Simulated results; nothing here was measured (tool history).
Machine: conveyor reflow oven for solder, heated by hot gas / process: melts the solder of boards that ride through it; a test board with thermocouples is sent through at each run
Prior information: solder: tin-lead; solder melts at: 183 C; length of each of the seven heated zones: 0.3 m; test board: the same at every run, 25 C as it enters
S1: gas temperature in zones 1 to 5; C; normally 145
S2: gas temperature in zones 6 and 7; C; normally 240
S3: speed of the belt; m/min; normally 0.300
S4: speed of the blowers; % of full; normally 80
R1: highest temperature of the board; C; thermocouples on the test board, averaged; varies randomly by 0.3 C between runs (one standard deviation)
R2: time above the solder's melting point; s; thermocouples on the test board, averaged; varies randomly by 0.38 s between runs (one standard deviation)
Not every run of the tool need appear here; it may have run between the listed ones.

Run 1, day 0.000: usual settings. Result: R1 227.5 C, R2 105.5 s.
Run 2, day 0.692: usual settings but S2 228 C. Result: R1 217.1 C, R2 95.3 s.
Run 3, day 1.433: usual settings but S2 228 C. Result: R1 216.5 C, R2 95.5 s.
Run 4, day 1.979: usual settings but S2 228 C. Result: R1 216.6 C, R2 96.1 s.
Run 5, day 2.404: usual settings but S2 253 C. Result: R1 239.1 C, R2 113.9 s.
Run 6, day 3.012: usual settings. Result: R1 226.8 C, R2 105.2 s.
Run 7, day 3.875: usual settings. Result: R1 226.9 C, R2 104.9 s.
Run 8, day 4.792: usual settings. Result: R1 227.3 C, R2 105.4 s.
Run 9, day 5.604: usual settings but S1 135 C, S2 248 C, S3 0.358 m/min. Result: R1 227.0 C, R2 82.9 s.
Run 10, day 6.096: usual settings but S2 234 C, S4 53 % of full. Result: R1 213.7 C, R2 87.8 s.
Run 11, day 6.862: usual settings but S1 156 C, S2 234 C, S3 0.293 m/min, S4 54 % of full. Result: R1 217.2 C, R2 103.1 s.
Run 12, day 7.275: usual settings but S1 159 C, S2 234 C, S3 0.348 m/min, S4 54 % of full. Result: R1 211.4 C, R2 81.2 s.
Run 13, day 8.050: usual settings but S1 138 C, S2 251 C, S3 0.336 m/min. Result: R1 231.7 C, R2 93.9 s.
Run 14, day 8.842: usual settings but S1 135 C, S2 254 C. Result: R1 237.5 C, R2 109.7 s.
Run 15, day 9.371: usual settings but S1 153 C, S2 246 C. Result: R1 233.0 C, R2 114.1 s.

Consider 3 possible next runs. They are alternatives, not a sequence: every one starts from the tool as it was left by run 15. What does each give?
Run A, day 10.017: usual settings but S3 0.330 m/min. Result: R1 ?, R2 ?.
Run B, day 10.017: usual settings but S1 155 C, S2 237 C, S4 56 % of full. Result: R1 ?, R2 ?.
Run C, day 10.017: usual settings but S2 254 C. Result: R1 ?, R2 ?.

run     R1     R2
  A  223.9   93.0
  B  218.6  102.9
  C  239.4  113.8
Without the tool's hidden state the same runs would have given:
run     R1     R2
  A  225.5   93.7
  B  219.9  103.6
  C  241.1  113.8
